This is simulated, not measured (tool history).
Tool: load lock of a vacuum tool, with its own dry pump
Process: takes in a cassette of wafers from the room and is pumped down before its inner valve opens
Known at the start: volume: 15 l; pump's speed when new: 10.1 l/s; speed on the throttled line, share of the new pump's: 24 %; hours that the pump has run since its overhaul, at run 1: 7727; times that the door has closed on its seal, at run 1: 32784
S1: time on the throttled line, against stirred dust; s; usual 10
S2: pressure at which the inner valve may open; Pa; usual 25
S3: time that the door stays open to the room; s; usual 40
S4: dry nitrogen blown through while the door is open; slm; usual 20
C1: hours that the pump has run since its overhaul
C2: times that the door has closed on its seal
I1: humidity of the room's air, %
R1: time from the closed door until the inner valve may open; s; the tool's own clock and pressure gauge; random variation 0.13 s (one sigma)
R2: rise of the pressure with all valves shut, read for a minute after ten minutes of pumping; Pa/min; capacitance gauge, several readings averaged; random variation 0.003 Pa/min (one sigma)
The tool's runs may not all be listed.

run	hour	S1	S2	S3	S4	C1	C2	I1	R1	R2
1	0	10	25	40	20	7727	32784	44.7	21	0.353
2	574.5	10	25	55	20	8302	35009	44.4	21.2	0.387
3	1080.9	10	25	55	20	8808	36970	45.7	21.4	0.412
4	1404.6	10	25	55	20	9132	38224	48	21.3	0.437
5	1787.5	10	25	55	20	9514	39706	49	21.1	0.461
6	2235.7	10	25	40	20	9963	41442	47.4	21.4	0.483
7	2591.7	10	25	40	20	10319	42821	43.5	21.5	0.508
8	2879.3	10	25	40	20	10606	43935	46	21.5	0.518
9	3370	10	25	40	20	11097	45835	44.3	21.4	0.562
10	3860.2	10	25	40	20	11587	47733	46.4	21.7	0.608
11	4509	10	25	40	20	12236	50246	45.3	21.8	0.642
# hour 4710.5: door's seal changed, seat wiped
12	4980.1	10	25	40	20	12706	1044	43.6	21.8	0.037
13	5625.3	10	25	40	20	13351	3543	41.4	21.9	0.039
14	6267	10	23	40	20	13992	6028	49.7	22.3	0.069
15	6624	10	23	40	20	14350	7410	41.7	22.2	0.072
16	6914.1	10	25	208	20	14640	8534	42.8	22	0.105
17	7302.5	10	25	208	20	15028	10038	43.7	22.4	0.114
18	7616.7	10	25	208	20	15342	11255	41.2	22.3	0.123
19	8182.6	10	25	208	20	15908	13446	44.1	22.5	0.138
20	8819.8	19	28	208	20	16545	15914	45.6	28.7	0.164
21	9217.6	19	28	208	20	16943	17455	47.5	28.6	0.186
22	9808.8	19	28	208	20	17534	19744	48.2	28.8	0.202
23	10085	10	35	40	20	17810	20814	39.5	21.8	0.181
24	10627.6	10	35	83	20	18353	22915	43	22.5	0.216
25	11253.2	10	35	83	20	18979	25338	48	22	0.248
26	11921.6	10	35	83	20	19647	27927	44.5	22.4	0.278
27	12355.2	10	35	83	20	20081	29606	44.9	22.6	0.31
# hour 12529.9: dry pump taken out, an overhauled one fitted
28	12888.2	10	35	83	20	358	31647	45.3	19.6	0.338
29	13432.2	10	35	83	20	902	33754	43	19.5	0.369
30	13810.7	10	35	83	20	1281	35220	45.4	19.5	0.386
31	14203.4	16	21	41	25	1674	36741	47.2	25.1	0.404
32	14629	13	21	41	16	2099	38389	46.6	22.9	0.438

Forecast run 33:
33	14990.5	13	21	41	16	2461	39789	50.7	?	?

Run 33 gave R1 22.8 s, R2 0.468 Pa/min.
Without the tool's hidden state the same run would have given R1 22.5 s, R2 0.038 Pa/min.
